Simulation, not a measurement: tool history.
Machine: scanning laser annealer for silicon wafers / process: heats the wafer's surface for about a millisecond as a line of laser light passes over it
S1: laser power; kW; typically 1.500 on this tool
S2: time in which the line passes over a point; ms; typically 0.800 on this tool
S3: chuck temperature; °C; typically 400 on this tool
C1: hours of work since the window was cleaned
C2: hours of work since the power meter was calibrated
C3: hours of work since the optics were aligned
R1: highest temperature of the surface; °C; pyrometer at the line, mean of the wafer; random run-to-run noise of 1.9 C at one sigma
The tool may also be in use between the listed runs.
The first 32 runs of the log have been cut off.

run 33 hour=881.5 | S1=1.611 S2=0.800 S3=377 | C1=232 C2=210 C3=1152 | R1=1126
run 34 hour=903.8 | S1=1.450 S2=0.800 S3=400 | C1=243 C2=221 C3=1163 | R1=1063
run 35 hour=937.5 | S1=1.359 S2=0.800 S3=411 | C1=260 C2=238 C3=1179 | R1=1027
run 36 hour=959.3 | S1=1.280 S2=0.644 S3=420 | C1=271 C2=248 C3=1190 | R1=941
run 37 hour=990.7 | S1=1.500 S2=0.713 S3=373 | C1=286 C2=264 C3=1205 | R1=1024
run 38 hour=1026.2 | S1=1.500 S2=0.713 S3=373 | C1=303 C2=281 C3=1223 | R1=1022
run 39 hour=1044.1 | S1=1.339 S2=0.673 S3=400 | C1=312 C2=290 C3=1231 | R1=956
run 40 hour=1082.0 | S1=1.445 S2=0.800 S3=428 | C1=331 C2=308 C3=1250 | R1=1078

Branching from run 40: 5 alternative next runs. What would each branch give?
run A hour=1112.7 | S1=1.445 S2=0.800 S3=373 | C1=346 C2=323 C3=1265 | R1=?
run B hour=1112.7 | S1=1.579 S2=0.885 S3=435 | C1=346 C2=323 C3=1265 | R1=?
run C hour=1112.7 | S1=1.512 S2=0.800 S3=375 | C1=346 C2=323 C3=1265 | R1=?
run D hour=1112.7 | S1=1.445 S2=0.596 S3=428 | C1=346 C2=323 C3=1265 | R1=?
run E hour=1112.7 | S1=1.500 S2=0.752 S3=405 | C1=346 C2=323 C3=1265 | R1=?

run=A R1=1022
run=B R1=1183
run=C R1=1059
run=D R1=1003
run=E R1=1065
Stripped of hidden state, with their random variation kept, the same runs would have yielded:
run=A R1=1063
run=B R1=1230
run=C R1=1102
run=D R1=1039
run=E R1=1106

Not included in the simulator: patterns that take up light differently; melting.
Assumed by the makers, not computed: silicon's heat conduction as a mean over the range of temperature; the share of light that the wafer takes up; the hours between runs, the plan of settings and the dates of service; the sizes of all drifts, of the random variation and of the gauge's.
